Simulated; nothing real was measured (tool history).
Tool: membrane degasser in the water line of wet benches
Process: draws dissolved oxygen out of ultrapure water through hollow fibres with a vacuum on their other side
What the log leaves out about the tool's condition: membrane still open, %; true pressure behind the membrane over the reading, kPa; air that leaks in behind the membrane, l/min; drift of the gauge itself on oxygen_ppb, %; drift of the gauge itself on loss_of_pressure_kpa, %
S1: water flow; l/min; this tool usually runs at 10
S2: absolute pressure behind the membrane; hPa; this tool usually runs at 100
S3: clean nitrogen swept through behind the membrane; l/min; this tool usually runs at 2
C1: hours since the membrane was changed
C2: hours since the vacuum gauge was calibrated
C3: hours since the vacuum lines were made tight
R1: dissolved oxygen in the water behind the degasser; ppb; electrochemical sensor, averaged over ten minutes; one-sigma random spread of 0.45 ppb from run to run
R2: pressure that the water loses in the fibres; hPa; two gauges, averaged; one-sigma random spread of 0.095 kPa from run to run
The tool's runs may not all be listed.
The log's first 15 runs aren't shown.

{"run": 16, "hour": 1113.7, "S1": 10, "S2": 100, "S3": 2, "C1": 4328, "C2": 1845, "C3": 4328, "R1": 95.7, "R2": 305.2}
{"run": 17, "hour": 1165.5, "S1": 9, "S2": 157, "S3": 2.11, "C1": 4380, "C2": 1897, "C3": 4380, "R1": 140.9, "R2": 272.9}
{"run": 18, "hour": 1268.0, "S1": 9, "S2": 157, "S3": 2.11, "C1": 4483, "C2": 1999, "C3": 4483, "R1": 140, "R2": 274.8}
{"run": 19, "hour": 1339.9, "S1": 9, "S2": 157, "S3": 2.11, "C1": 4555, "C2": 2071, "C3": 4555, "R1": 140.3, "R2": 273.5}
{"run": 20, "hour": 1422.7, "S1": 8, "S2": 71, "S3": 2, "C1": 4637, "C2": 2154, "C3": 4637, "R1": 44.3, "R2": 243}
{"run": 21, "hour": 1473.2, "S1": 8, "S2": 207, "S3": 3.5, "C1": 4688, "C2": 2204, "C3": 4688, "R1": 106.1, "R2": 242.7}
{"run": 22, "hour": 1518.2, "S1": 8, "S2": 207, "S3": 3.5, "C1": 4733, "C2": 2249, "C3": 4733, "R1": 107, "R2": 243.4}
{"run": 23, "hour": 1579.3, "S1": 6, "S2": 116, "S3": 1.82, "C1": 4794, "C2": 2310, "C3": 4794, "R1": 74.1, "R2": 181.3}
{"run": 24, "hour": 1647.3, "S1": 10, "S2": 92, "S3": 2.73, "C1": 4862, "C2": 2378, "C3": 4862, "R1": 67.2, "R2": 304.2}
{"hour": 1661.9, "done": "seals of the vacuum lines changed"}
{"run": 25, "hour": 1724.0, "S1": 10, "S2": 187, "S3": 1.11, "C1": 4937, "C2": 2453, "C3": 62, "R1": 335.1, "R2": 304.2}
{"run": 26, "hour": 1800.6, "S1": 10, "S2": 100, "S3": 4.31, "C1": 5013, "C2": 2530, "C3": 139, "R1": 50.4, "R2": 306.4}
{"run": 27, "hour": 1864.4, "S1": 14, "S2": 181, "S3": 3.38, "C1": 5077, "C2": 2594, "C3": 202, "R1": 190.6, "R2": 428.5}
{"run": 28, "hour": 1951.4, "S1": 14, "S2": 181, "S3": 3.38, "C1": 5164, "C2": 2681, "C3": 289, "R1": 191, "R2": 427.2}
{"run": 29, "hour": 2042.0, "S1": 14, "S2": 181, "S3": 3.38, "C1": 5255, "C2": 2771, "C3": 380, "R1": 190.8, "R2": 426.7}
{"run": 30, "hour": 2127.9, "S1": 11, "S2": 147, "S3": 0.84, "C1": 5341, "C2": 2857, "C3": 466, "R1": 356.7, "R2": 335.6}
{"run": 31, "hour": 2171.4, "S1": 11, "S2": 147, "S3": 2.74, "C1": 5384, "C2": 2901, "C3": 509, "R1": 129.5, "R2": 336.4}

5 options for the next run, each taken on its own from the tool as it stands now. Forecast them:
{"run": "A", "hour": 2229.9, "S1": 8, "S2": 100, "S3": 2, "C1": 5443, "C2": 2959, "C3": 568, "R1": "?", "R2": "?"}
{"run": "B", "hour": 2229.9, "S1": 11, "S2": 131, "S3": 2.74, "C1": 5443, "C2": 2959, "C3": 568, "R1": "?", "R2": "?"}
{"run": "C", "hour": 2229.9, "S1": 10, "S2": 100, "S3": 1.24, "C1": 5443, "C2": 2959, "C3": 568, "R1": "?", "R2": "?"}
{"run": "D", "hour": 2229.9, "S1": 7, "S2": 107, "S3": 5.36, "C1": 5443, "C2": 2959, "C3": 568, "R1": "?", "R2": "?"}
{"run": "E", "hour": 2229.9, "S1": 6, "S2": 146, "S3": 0.89, "C1": 5443, "C2": 2959, "C3": 568, "R1": "?", "R2": "?"}

run=A R1=72.1 R2=245.2
run=B R1=114.9 R2=336.1
run=C R1=145.1 R2=304.6
run=D R1=27.1 R2=214.3
run=E R1=187.1 R2=183
The same runs, with their run-to-run variation unchanged, on a tool lacking any hidden condition would have given:
run=A R1=69.2 R2=237.5
run=B R1=109.9 R2=325.5
run=C R1=139.1 R2=295.1
run=D R1=26 R2=207.6
run=E R1=183.2 R2=177.3
